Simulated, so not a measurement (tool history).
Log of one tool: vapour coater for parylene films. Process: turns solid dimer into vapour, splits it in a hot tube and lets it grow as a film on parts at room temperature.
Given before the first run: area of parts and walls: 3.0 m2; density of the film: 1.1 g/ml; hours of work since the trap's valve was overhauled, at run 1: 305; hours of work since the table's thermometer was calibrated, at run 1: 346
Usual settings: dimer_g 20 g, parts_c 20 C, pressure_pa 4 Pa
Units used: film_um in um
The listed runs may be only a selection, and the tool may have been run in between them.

run,day,dimer_g,parts_c,pressure_pa,hours of work since the trap's valve was overhauled,hours of work since the table's thermometer was calibrated,film_um
1,0,20,20,4,305,346,3.84
2,0.775,20,15,4,317,357,4.64
3,1.871,20,15,4,333,374,4.69
4,2.958,9,20,4,349,390,1.71
5,3.896,9,20,4,363,403,1.7
6,5.508,26,20,4,386,427,4.93
7,6.288,26,20,4,398,439,4.9
8,7.379,26,20,4,414,455,4.8
9,8.879,26,20,4,436,477,4.96
10,10.392,26,20,4,458,499,4.84
11,11.058,26,20,4,468,509,4.88
12,12.062,20,20,4,483,524,3.77
13,13.188,20,20,4,500,540,3.73
14,14.583,20,20,4,520,561,3.74
15,15.796,20,20,4,538,579,3.79
16,16.538,31,20,4,549,590,5.83
17,17.438,31,20,4,562,603,5.81
# day 18.446: trap's valve overhauled
18,19.175,20,20,4,11,626,3.75
19,19.929,20,20,4,22,637,3.8
20,20.929,20,20,4,37,652,3.82
21,22.467,20,20,4,59,675,3.76
22,23.725,20,20,2.29,78,693,4.33
23,24.604,20,28,4,91,706,2.63
24,26.142,18,28,4,113,729,2.45
25,27.662,18,28,4,136,751,2.44
26,28.825,18,28,4,153,768,2.44
27,29.783,23,20,4,167,782,4.34
28,30.746,11,25,7.25,181,797,1.47
29,31.462,20,31,5.35,192,807,2.25
30,32.233,26,18,2.92,203,819,5.77
31,33.542,26,18,2.92,222,838,5.82
32,34.233,18,15,3.04,233,848,4.55
33,35.612,16,15,3.54,253,868,3.87
34,36.479,13,15,7.74,266,881,2.54
35,38,17,18,6.17,288,904,3.12
36,39.558,9,22,2.3,311,926,1.8
37,40.617,9,22,2.3,327,942,1.78
38,41.7,9,22,2.3,343,958,1.78
39,42.767,9,14,3.26,358,974,2.28
40,43.983,15,14,3.26,376,992,3.89
41,44.9,15,14,3.26,390,1005,3.84
42,45.758,15,14,11.59,402,1018,2.82
43,47.225,16,28,11.69,424,1039,1.68
44,48.162,23,20,11.55,438,1053,3.34
45,49,14,13,2.19,450,1066,4.09
46,49.679,20,26,2.56,460,1076,3.22
47,50.725,16,21,3.33,476,1091,3.03

Pick out some run-to-run changes in film_um. Of each, how much would a tool without hidden state show as well, from the settings, what came in and chance, and how much is left for the hidden state and any gauge scatter not in both results compared?
The hidden state here: vapour lost through the trap's worn valve, %; true temperature of the parts over the reading, C; drift of the gauge itself on film_um, %.
Run 3 -> 4: dimer_g 20 -> 9, parts_c 15 -> 20. film_um -2.98 um: hidden state +0.01, all else -2.99.
Run 5 -> 6: dimer_g 9 -> 26. film_um +3.23 um: hidden state -0.02, all else +3.25.
Run 17 -> 18: dimer_g 31 -> 20, trap's valve overhauled. film_um -2.06 um: hidden state +0.05, all else -2.11.
Run 29 -> 30: dimer_g 20 -> 26, parts_c 31 -> 18, pressure_pa 5.35 -> 2.92. film_um +3.52 um: hidden state +0, all else +3.52.
Run 44 -> 45: dimer_g 23 -> 14, parts_c 20 -> 13, pressure_pa 11.55 -> 2.19. film_um +0.75 um: hidden state -0.02, all else +0.77.

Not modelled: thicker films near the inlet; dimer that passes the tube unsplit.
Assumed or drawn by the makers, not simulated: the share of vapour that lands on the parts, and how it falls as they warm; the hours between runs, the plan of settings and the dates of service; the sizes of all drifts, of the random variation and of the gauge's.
